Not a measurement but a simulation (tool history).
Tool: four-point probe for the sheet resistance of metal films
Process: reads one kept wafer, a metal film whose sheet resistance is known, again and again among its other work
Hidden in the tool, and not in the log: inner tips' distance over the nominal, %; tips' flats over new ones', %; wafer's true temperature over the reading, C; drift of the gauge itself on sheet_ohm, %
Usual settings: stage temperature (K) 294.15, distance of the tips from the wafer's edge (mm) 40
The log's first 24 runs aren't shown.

run    hour  stage temperature (K)  distance of the tips from the wafer's edge (mm)  touches since the probe head was changed  hours of work since the stage's thermometer was calibrated  sheet resistance as the instrument gives it (ohm/square)
 25  1080.9                 296.15                                               52                                     84672                                                         190                                                 29.009365
 26  1108.8                 296.15                                                5                                     85696                                                         205                                                 29.162896
 27  1154.8                 293.15                                                5                                     87384                                                         230                                                 29.231985
 28  1192.3                 293.15                                                5                                     88760                                                         251                                                 29.232833
 29  1254.1                 292.15                                                6                                     91027                                                         285                                                 29.189087
 30  1287.8                 292.15                                                6                                     92260                                                         303                                                 29.186526
 31    1324                 294.15                                                6                                     93591                                                         323                                                 29.138874
 32    1366                 294.15                                                6                                     95130                                                         346                                                  29.13076
 33  1401.9                 307.15                                               28                                     96445                                                         366                                                 28.718989
 34  1442.5                 307.15                                               28                                     97937                                                         388                                                 28.723861
 35    1487                 307.15                                               28                                     99570                                                         413                                                 28.710113
 36  1521.6                 307.15                                               25                                    100836                                                         431                                                 28.700074
 37  1575.5                 292.15                                               25                                    102813                                                         461                                                 29.068551
 38  1628.5                 292.15                                               25                                    104759                                                         490                                                 29.049044
 39  1678.9                 296.15                                               31                                    106605                                                         518                                                 28.949401

3 ways to go on from here, each from the tool as it stands after run 39. What would each give?
  A  1708.9                 303.15                                                3                                    107707                                                         534                                                         ?
  B  1708.9                 296.15                                                5                                    107707                                                         534                                                         ?
  C  1708.9                 303.15                                               40                                    107707                                                         534                                                         ?

run  sheet resistance as the instrument gives it (ohm/square)
  A                                                 29.199461
  B                                                 29.092141
  C                                                 28.780092
Without the tool's hidden state the same runs would have given:
run  sheet resistance as the instrument gives it (ohm/square)
  A                                                 29.410715
  B                                                 29.302447
  C                                                 28.988568

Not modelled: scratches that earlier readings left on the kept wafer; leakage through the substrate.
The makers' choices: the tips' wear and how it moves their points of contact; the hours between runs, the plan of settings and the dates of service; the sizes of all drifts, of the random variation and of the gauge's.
